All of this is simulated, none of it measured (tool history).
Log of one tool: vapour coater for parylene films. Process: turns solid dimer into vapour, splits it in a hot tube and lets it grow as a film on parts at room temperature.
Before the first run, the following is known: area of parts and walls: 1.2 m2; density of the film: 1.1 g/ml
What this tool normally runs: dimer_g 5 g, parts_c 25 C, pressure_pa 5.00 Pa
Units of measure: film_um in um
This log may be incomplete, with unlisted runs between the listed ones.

{"run": 1, "hour": 0.0, "dimer_g": 5, "parts_c": 25, "pressure_pa": 5.0, "film_um": 2.92}
{"run": 2, "hour": 12.0, "dimer_g": 5, "parts_c": 25, "pressure_pa": 5.0, "film_um": 2.91}
{"run": 3, "hour": 30.1, "dimer_g": 5, "parts_c": 25, "pressure_pa": 5.0, "film_um": 2.91}
{"run": 4, "hour": 49.1, "dimer_g": 3, "parts_c": 25, "pressure_pa": 5.0, "film_um": 1.72}
{"run": 5, "hour": 73.3, "dimer_g": 5, "parts_c": 25, "pressure_pa": 5.0, "film_um": 2.88}
{"run": 6, "hour": 90.3, "dimer_g": 5, "parts_c": 25, "pressure_pa": 5.0, "film_um": 2.89}
{"run": 7, "hour": 115.0, "dimer_g": 5, "parts_c": 25, "pressure_pa": 2.05, "film_um": 3.15}
{"run": 8, "hour": 138.4, "dimer_g": 5, "parts_c": 25, "pressure_pa": 5.0, "film_um": 2.86}
{"run": 9, "hour": 156.7, "dimer_g": 7, "parts_c": 25, "pressure_pa": 5.0, "film_um": 4.01}
{"run": 10, "hour": 169.8, "dimer_g": 7, "parts_c": 25, "pressure_pa": 5.0, "film_um": 4.01}
{"run": 11, "hour": 181.5, "dimer_g": 5, "parts_c": 21, "pressure_pa": 5.0, "film_um": 3.17}
{"run": 12, "hour": 202.2, "dimer_g": 5, "parts_c": 21, "pressure_pa": 5.0, "film_um": 3.2}
{"run": 13, "hour": 221.1, "dimer_g": 4, "parts_c": 25, "pressure_pa": 5.0, "film_um": 2.25}
{"run": 14, "hour": 241.4, "dimer_g": 5, "parts_c": 33, "pressure_pa": 5.0, "film_um": 2.21}
{"run": 15, "hour": 256.4, "dimer_g": 5, "parts_c": 36, "pressure_pa": 5.0, "film_um": 2.03}
{"run": 16, "hour": 268.3, "dimer_g": 5, "parts_c": 25, "pressure_pa": 6.6, "film_um": 2.7}
{"run": 17, "hour": 290.7, "dimer_g": 5, "parts_c": 25, "pressure_pa": 5.0, "film_um": 2.79}
{"run": 18, "hour": 306.0, "dimer_g": 5, "parts_c": 25, "pressure_pa": 5.0, "film_um": 2.77}
{"run": 19, "hour": 322.9, "dimer_g": 5, "parts_c": 25, "pressure_pa": 5.0, "film_um": 2.93}
{"run": 20, "hour": 345.9, "dimer_g": 5, "parts_c": 25, "pressure_pa": 5.0, "film_um": 2.92}
{"run": 21, "hour": 363.9, "dimer_g": 6, "parts_c": 29, "pressure_pa": 5.6, "film_um": 3.06}
{"run": 22, "hour": 388.5, "dimer_g": 5, "parts_c": 31, "pressure_pa": 6.0, "film_um": 2.39}
{"run": 23, "hour": 412.1, "dimer_g": 5, "parts_c": 36, "pressure_pa": 6.0, "film_um": 2.06}
{"run": 24, "hour": 422.4, "dimer_g": 7, "parts_c": 25, "pressure_pa": 9.43, "film_um": 3.81}
{"run": 25, "hour": 447.1, "dimer_g": 7, "parts_c": 25, "pressure_pa": 9.43, "film_um": 3.75}
{"run": 26, "hour": 457.4, "dimer_g": 7, "parts_c": 25, "pressure_pa": 9.43, "film_um": 3.77}
{"run": 27, "hour": 468.8, "dimer_g": 5, "parts_c": 30, "pressure_pa": 2.31, "film_um": 2.67}
{"run": 28, "hour": 482.7, "dimer_g": 8, "parts_c": 30, "pressure_pa": 6.92, "film_um": 3.84}
{"run": 29, "hour": 500.5, "dimer_g": 8, "parts_c": 30, "pressure_pa": 6.92, "film_um": 3.78}
{"run": 30, "hour": 525.5, "dimer_g": 8, "parts_c": 30, "pressure_pa": 3.83, "film_um": 4.03}
{"run": 31, "hour": 539.0, "dimer_g": 6, "parts_c": 25, "pressure_pa": 3.39, "film_um": 3.53}
{"run": 32, "hour": 560.4, "dimer_g": 8, "parts_c": 25, "pressure_pa": 8.26, "film_um": 4.3}
{"run": 33, "hour": 577.2, "dimer_g": 8, "parts_c": 25, "pressure_pa": 8.26, "film_um": 4.28}
{"run": 34, "hour": 599.3, "dimer_g": 8, "parts_c": 25, "pressure_pa": 8.26, "film_um": 4.28}
{"run": 35, "hour": 611.2, "dimer_g": 2, "parts_c": 17, "pressure_pa": 6.09, "film_um": 1.4}
{"run": 36, "hour": 635.8, "dimer_g": 2, "parts_c": 23, "pressure_pa": 6.09, "film_um": 1.14}
{"run": 37, "hour": 654.3, "dimer_g": 3, "parts_c": 17, "pressure_pa": 5.0, "film_um": 2.1}
{"run": 38, "hour": 669.3, "dimer_g": 3, "parts_c": 17, "pressure_pa": 5.0, "film_um": 2.1}
{"run": 39, "hour": 689.0, "dimer_g": 3, "parts_c": 31, "pressure_pa": 6.7, "film_um": 1.33}
{"run": 40, "hour": 712.5, "dimer_g": 3, "parts_c": 31, "pressure_pa": 6.7, "film_um": 1.32}

The log once held 3 entries between its listed runs, left out of this copy. Where does each go, and what is different about the tool's unlogged condition between the listed run before it and the listed run after it?
After run 12, before run 13: trap's valve overhauled (hour 207.8)
  vapour lost through the trap's worn valve, %: 3.3 -> 4.2; true temperature of the parts over the reading, C: -0.58 -> -0.59
  difference, measured minus the result without the unlogged condition, film_um: -0.05 -> -0.06 um
After run 18, before run 19: trap's valve overhauled, once more (hour 313.8)
  vapour lost through the trap's worn valve, %: 5.4 -> 0.8; true temperature of the parts over the reading, C: -0.63 -> -0.64
  difference, measured minus the result without the unlogged condition, film_um: -0.10 -> +0.03 um
After run 38, before run 39: table's thermometer calibrated (hour 676.8)
  vapour lost through the trap's worn valve, %: 5.7 -> 5.9; true temperature of the parts over the reading, C: -0.81 -> 0.06
  difference, measured minus the result without the unlogged condition, film_um: -0.08 -> -0.09 um
